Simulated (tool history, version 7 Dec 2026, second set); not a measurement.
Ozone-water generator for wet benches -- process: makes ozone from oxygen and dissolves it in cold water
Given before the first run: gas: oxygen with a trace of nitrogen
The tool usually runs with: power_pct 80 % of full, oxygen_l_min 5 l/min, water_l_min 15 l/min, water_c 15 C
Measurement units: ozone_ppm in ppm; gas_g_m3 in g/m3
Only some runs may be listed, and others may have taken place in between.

run	hour	power_pct	oxygen_l_min	water_l_min	water_c	ozone_ppm	gas_g_m3
1	0	80	5	15	15	31.1	228.9
2	16.9	80	5	15	15	31	231.7
3	43.9	80	5	15	15	30.9	231.7
4	60.8	80	6.69	15	15	32.4	208.8
5	89.7	80	5	12	15	35.3	232.3
6	115.7	80	5	12	15	35.7	231.1
7	141.7	80	5	12	15	35.5	230.6
8	162.9	80	5	12	7	41	230.4
9	179.3	80	5	15	15	30.8	232.3
10	205.3	80	5	15	15	31.2	231.7
11	224.3	80	3.83	15	15	29.1	250.6
12	243.8	80	5.93	15	15	31.8	213.8
13	264.9	80	5	15	15	31.1	233.8
14	287.7	80	5	15	10	33.3	227.5
15	302.7	80	5	15	10	33.5	229.8
# hour 305.6: water thermometer calibrated
16	328.7	80	3.26	15	20	26.7	267.5
17	354	80	6.17	15	15	31.5	211.5
# hour 376.2: water thermometer calibrated, once more
18	376.8	80	4.22	23	15	22	243.1
19	408.9	80	4.22	23	15	21.9	241.4
20	440.7	80	4.22	23	15	21.8	248.7
21	456.6	44	4.22	23	16	15	168.9
22	483.5	44	4.22	23	16	14.9	168.5
23	506.1	44	5.57	13	16	23.1	153.3
24	537.3	44	5.57	13	16	23.2	153.3
25	561	45	6.7	18	15	20.5	145.1
26	586.3	45	6.7	18	15	20	145.4

4 ways to go on from here, each from the tool as it stands after run 26. What would each give?
A	607.2	80	5.98	16	9	?	?
B	607.2	45	7.09	18	18	?	?
C	607.2	44	6.7	18	15	?	?
D	607.2	64	4.19	18	7	?	?

run	ozone_ppm	gas_g_m3
A	33.5	212.8
B	19.3	142.6
C	19.9	141.2
D	25.1	212.4
Stripped of hidden state, with their random variation kept, the same runs would have yielded:
run	ozone_ppm	gas_g_m3
A	34.6	216.4
B	19.8	144.2
C	20.4	142.8
D	26	215.5
